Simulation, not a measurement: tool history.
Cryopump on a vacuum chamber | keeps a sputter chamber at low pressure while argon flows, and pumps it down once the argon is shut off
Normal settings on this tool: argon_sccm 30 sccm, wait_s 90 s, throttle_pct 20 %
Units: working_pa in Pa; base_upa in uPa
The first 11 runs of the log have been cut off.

run,hour,argon_sccm,wait_s,throttle_pct,working_pa,base_upa
12,175,15,90,20,0.055,0.98
13,187.4,30,90,28,0.0793,1
14,207.8,30,223,20,0.1104,0.59
15,227.3,30,223,20,0.1102,0.62
16,245.2,35,90,20,0.1285,1.01
17,262.2,30,141,20,0.1094,0.74
18,282.5,31,97,20,0.1132,0.97
19,296.7,31,97,20,0.1152,0.92
20,308.3,26,90,20,0.095,1.01
21,326.2,41,74,20,0.1498,1.19
22,346.3,39,58,16,0.18,1.42
23,365.8,30,171,54,0.0435,0.7
24,384.3,38,133,47,0.0613,0.83
25,394.9,38,133,47,0.0621,0.83
26,403.3,38,69,43,0.067,1.34
27,420.8,38,69,43,0.0665,1.27
28,439.3,16,79,20,0.0581,1.12
29,456.4,15,197,28,0.0394,0.75
30,473.7,37,197,16,0.1703,0.74
31,482.4,52,292,43,0.0929,0.61
32,495.3,30,143,43,0.0536,0.85
33,512.5,17,87,30,0.0429,1.16
34,529.8,30,136,47,0.049,0.89

Alternative continuations, all from the tool just after run 34; predict every row:
A,541.7,30,90,26,?,?
B,541.7,33,136,48,?,?
C,541.7,15,90,20,?,?
D,541.7,30,136,41,?,?

run,working_pa,base_upa
A,0.0871,1.12
B,0.0529,0.88
C,0.0552,1.1
D,0.0552,0.89
With the hidden condition removed and each run's random variation left untouched, the same runs would have given:
run,working_pa,base_upa
A,0.084,0.81
B,0.0496,0.57
C,0.0537,0.79
D,0.0522,0.57

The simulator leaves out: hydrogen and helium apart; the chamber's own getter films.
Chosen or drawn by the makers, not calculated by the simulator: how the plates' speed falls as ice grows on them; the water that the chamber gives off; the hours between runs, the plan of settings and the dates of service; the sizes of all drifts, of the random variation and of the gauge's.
